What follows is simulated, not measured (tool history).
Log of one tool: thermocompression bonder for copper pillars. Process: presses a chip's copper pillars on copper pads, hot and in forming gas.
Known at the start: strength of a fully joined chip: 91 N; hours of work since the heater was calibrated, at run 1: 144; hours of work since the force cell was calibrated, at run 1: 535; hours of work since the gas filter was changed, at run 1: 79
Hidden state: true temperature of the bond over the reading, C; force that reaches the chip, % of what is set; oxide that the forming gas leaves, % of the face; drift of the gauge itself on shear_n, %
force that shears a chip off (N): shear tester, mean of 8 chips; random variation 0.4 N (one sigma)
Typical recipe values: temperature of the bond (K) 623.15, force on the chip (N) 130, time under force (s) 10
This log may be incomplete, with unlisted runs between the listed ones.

run	hour	temperature of the bond (K)	force on the chip (N)	time under force (s)	hours of work since the heater was calibrated	hours of work since the force cell was calibrated	hours of work since the gas filter was changed	force that shears a chip off (N)
1	0.0	623.15	130	10	144	535	79	44.7
2	41.2	614.15	130	10	169	560	104	39.8
# hour 83.4: forming gas filter changed
3	99.8	623.15	130	10	204	595	10	45.6
4	167.1	623.15	130	10	245	636	51	45.4
5	211.7	623.15	130	10	272	663	78	44.4
6	249.7	623.15	183	10	295	686	101	56.7
7	290.1	606.15	130	10	319	711	125	35.9
# hour 299.5: forming gas filter changed
8	367.5	606.15	130	10	366	757	41	36.1
9	410.5	606.15	130	10	392	783	67	35.4
10	445.9	623.15	104	10	413	805	89	37.1
11	496.7	623.15	104	17	444	835	119	42.7
# hour 515.8: forming gas filter changed
12	561.1	623.15	104	17	483	874	27	43.4
13	613.0	623.15	130	10	514	906	59	43.5
14	654.7	623.15	130	10	540	931	84	43.0
15	715.4	623.15	130	10	576	968	121	42.7
# hour 733.8: forming gas filter changed
16	802.4	623.15	139	10	629	1020	42	45.5
# hour 811.9: heater calibrated with a thermocouple chip
17	875.5	623.15	139	10	39	1063	85	44.6
18	925.9	623.15	139	14	69	1094	115	49.7
# hour 950.8: forming gas filter changed
19	1003.7	623.15	130	10	116	1141	32	42.0
# hour 1062.2: heater calibrated with a thermocouple chip, once more
20	1068.0	623.15	130	10	4	1178	70	45.3
21	1106.8	598.15	145	7	27	1202	93	31.1
# hour 1168.3: forming gas filter changed
22	1184.4	598.15	141	21	74	1249	10	46.3
23	1225.8	598.15	141	21	99	1274	35	45.3
24	1282.9	600.15	83	21	133	1308	69	28.5
25	1364.0	648.15	82	17	183	1357	119	45.9
# hour 1383.8: forming gas filter changed
26	1400.2	641.15	102	14	204	1379	10	49.6
27	1445.1	622.15	120	18	231	1406	37	49.0
28	1507.9	632.15	109	5	270	1444	75	31.4
29	1570.4	632.15	109	5	307	1482	113	31.2
# hour 1583.6: force cell calibrated
# hour 1600.9: forming gas filter changed
30	1650.5	618.15	109	16	355	40	30	44.5
31	1729.0	618.15	109	16	402	88	78	43.6
32	1780.5	599.15	79	10	433	119	109	20.4
# hour 1818.4: forming gas filter changed
33	1858.4	599.15	79	10	480	166	24	20.7
34	1909.0	599.15	79	10	511	197	55	20.4
35	1952.3	618.15	159	6	537	223	81	41.0
36	2012.4	631.15	103	21	574	259	118	51.5
# hour 2034.0: forming gas filter changed
37	2083.6	631.15	103	21	617	302	30	51.7
38	2166.0	623.15	110	11	667	352	80	38.8
39	2233.9	595.15	102	5	708	393	121	17.3
# hour 2248.3: forming gas filter changed
40	2281.4	641.15	102	20	736	422	20	54.9

Consider 3 possible next runs. They are alternatives, not a sequence: every one starts from the tool as it was left by run 40. What does each give?
A	2344.0	595.15	160	10	774	460	58	?
B	2344.0	646.15	113	17	774	460	58	?
C	2344.0	631.15	167	20	774	460	58	?

run	force that shears a chip off (N)
A	36.9
B	59.3
C	68.2
The same runs, with their run-to-run variation unchanged, on a tool lacking any hidden condition would have given:
run	force that shears a chip off (N)
A	40.3
B	63.2
C	72.0

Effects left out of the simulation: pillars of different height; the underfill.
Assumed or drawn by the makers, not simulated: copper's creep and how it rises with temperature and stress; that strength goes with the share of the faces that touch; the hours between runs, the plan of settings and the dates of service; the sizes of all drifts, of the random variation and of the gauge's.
